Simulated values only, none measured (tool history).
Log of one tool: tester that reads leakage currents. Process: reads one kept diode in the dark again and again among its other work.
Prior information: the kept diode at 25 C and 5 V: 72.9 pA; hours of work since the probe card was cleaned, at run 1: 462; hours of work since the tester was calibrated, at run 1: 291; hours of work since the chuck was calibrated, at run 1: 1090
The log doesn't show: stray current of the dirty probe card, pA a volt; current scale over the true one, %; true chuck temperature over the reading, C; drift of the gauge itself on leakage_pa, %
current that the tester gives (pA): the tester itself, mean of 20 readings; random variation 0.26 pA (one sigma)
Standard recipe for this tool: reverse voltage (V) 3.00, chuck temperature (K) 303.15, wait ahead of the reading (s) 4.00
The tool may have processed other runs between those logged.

run,day,reverse voltage (V),chuck temperature (K),wait ahead of the reading (s),hours of work since the probe card was cleaned,hours of work since the tester was calibrated,hours of work since the chuck was calibrated,current that the tester gives (pA)
1,0.000,3.00,303.15,4.00,462,291,1090,86.03
2,1.996,3.00,323.15,4.00,489,318,1116,462.62
3,3.542,3.00,323.15,4.00,510,339,1137,459.10
4,5.721,3.00,323.15,4.00,539,368,1166,459.12
5,7.517,3.00,303.15,4.00,563,392,1191,86.90
6,9.712,3.00,303.15,4.00,593,422,1220,86.62
7,11.583,3.00,303.15,0.74,618,447,1245,87.38
8,14.029,3.00,303.15,0.41,651,480,1278,87.81
9,16.808,3.00,303.15,1.39,688,517,1315,87.05
10,19.288,3.00,303.15,1.39,722,550,1349,87.34
11,20.679,5.96,316.15,4.00,740,569,1368,386.35
12,23.038,7.64,296.15,2.16,772,601,1399,83.85
13,25.096,4.17,315.15,1.38,800,629,1427,289.13
14,27.646,2.54,321.15,1.94,834,663,1461,355.90
15,29.108,2.54,321.15,1.94,854,682,1481,355.31
# day 31.058: chuck's temperature calibrated
16,32.333,12.99,305.15,0.57,896,725,17,259.93
17,34.250,1.46,304.15,0.52,922,750,43,65.72
18,37.092,1.46,304.15,4.39,960,789,81,65.40

Consider 4 possible next runs. They are alternatives, not a sequence: every one starts from the tool as it was left by run 18. What does each give?
A,38.717,3.54,307.15,4.39,982,810,103,?
B,38.717,3.00,323.15,4.00,982,810,103,?
C,38.717,4.05,324.15,7.75,982,810,103,?
D,38.717,3.00,307.15,0.88,982,810,103,?

run,current that the tester gives (pA)
A,141.00
B,473.43
C,610.12
D,128.72
Had the tool no hidden state, the same runs would have come out as:
run,current that the tester gives (pA)
A,135.44
B,469.29
C,604.47
D,124.01

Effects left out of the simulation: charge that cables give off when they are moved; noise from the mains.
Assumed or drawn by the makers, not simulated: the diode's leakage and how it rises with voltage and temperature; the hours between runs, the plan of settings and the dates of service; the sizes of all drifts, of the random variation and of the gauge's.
